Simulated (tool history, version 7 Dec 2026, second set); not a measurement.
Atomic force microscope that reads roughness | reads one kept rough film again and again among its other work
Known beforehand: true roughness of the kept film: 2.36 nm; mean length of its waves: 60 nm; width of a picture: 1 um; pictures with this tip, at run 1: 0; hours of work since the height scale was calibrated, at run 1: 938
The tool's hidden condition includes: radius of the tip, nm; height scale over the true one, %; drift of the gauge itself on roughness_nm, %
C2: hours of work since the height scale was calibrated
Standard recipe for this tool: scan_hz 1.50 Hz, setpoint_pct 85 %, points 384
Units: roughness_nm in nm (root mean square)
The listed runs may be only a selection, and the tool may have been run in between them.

Run 1, day 0.000: usual settings; pictures with this tip 0; C2 938. Result: roughness_nm 1.924 nm (root mean square).
Run 2, day 0.671: usual settings but setpoint_pct 78 %; pictures with this tip 26; C2 950. Result: roughness_nm 2.030 nm (root mean square).
Run 3, day 1.588: usual settings but setpoint_pct 78 %; pictures with this tip 60; C2 966. Result: roughness_nm 2.009 nm (root mean square).
Run 4, day 2.279: usual settings but setpoint_pct 78 %; pictures with this tip 86; C2 979. Result: roughness_nm 1.996 nm (root mean square).
Run 5, day 3.371: usual settings but scan_hz 2.54 Hz; pictures with this tip 127; C2 998. Result: roughness_nm 1.700 nm (root mean square).
Run 6, day 4.308: usual settings but scan_hz 2.54 Hz; pictures with this tip 163; C2 1015. Result: roughness_nm 1.692 nm (root mean square).
Run 7, day 4.904: usual settings but scan_hz 2.54 Hz; pictures with this tip 185; C2 1026. Result: roughness_nm 1.691 nm (root mean square).
At day 5.071: height scale calibrated on a step standard.
Run 8, day 5.988: usual settings but scan_hz 2.54 Hz; pictures with this tip 224; C2 16. Result: roughness_nm 1.682 nm (root mean square).
Run 9, day 7.262: usual settings; pictures with this tip 272; C2 39. Result: roughness_nm 1.858 nm (root mean square).
At day 8.133: height scale calibrated on a step standard, once more.
Run 10, day 8.217: usual settings; pictures with this tip 306; C2 1. Result: roughness_nm 1.897 nm (root mean square).
Run 11, day 8.904: usual settings; pictures with this tip 332; C2 14. Result: roughness_nm 1.877 nm (root mean square).
At day 9.304: new tip fitted.
Run 12, day 10.029: usual settings; pictures with this tip 27; C2 34. Result: roughness_nm 1.926 nm (root mean square).
Run 13, day 11.225: usual settings but setpoint_pct 82 %; pictures with this tip 72; C2 55. Result: roughness_nm 1.979 nm (root mean square).
Run 14, day 11.954: usual settings but setpoint_pct 82 %; pictures with this tip 99; C2 68. Result: roughness_nm 1.964 nm (root mean square).
Run 15, day 13.225: usual settings but scan_hz 2.12 Hz, setpoint_pct 79 %, points 1011; pictures with this tip 147; C2 91. Result: roughness_nm 1.888 nm (root mean square).

What will run 16 give?
Run 16, day 13.842: usual settings but points 926; pictures with this tip 170; C2 102. Result: roughness_nm ?.

{"run 16": {"roughness_nm": 1.907}}
Had the tool carried no hidden state, the very same run would have given roughness_nm 1.945 nm (root mean square).
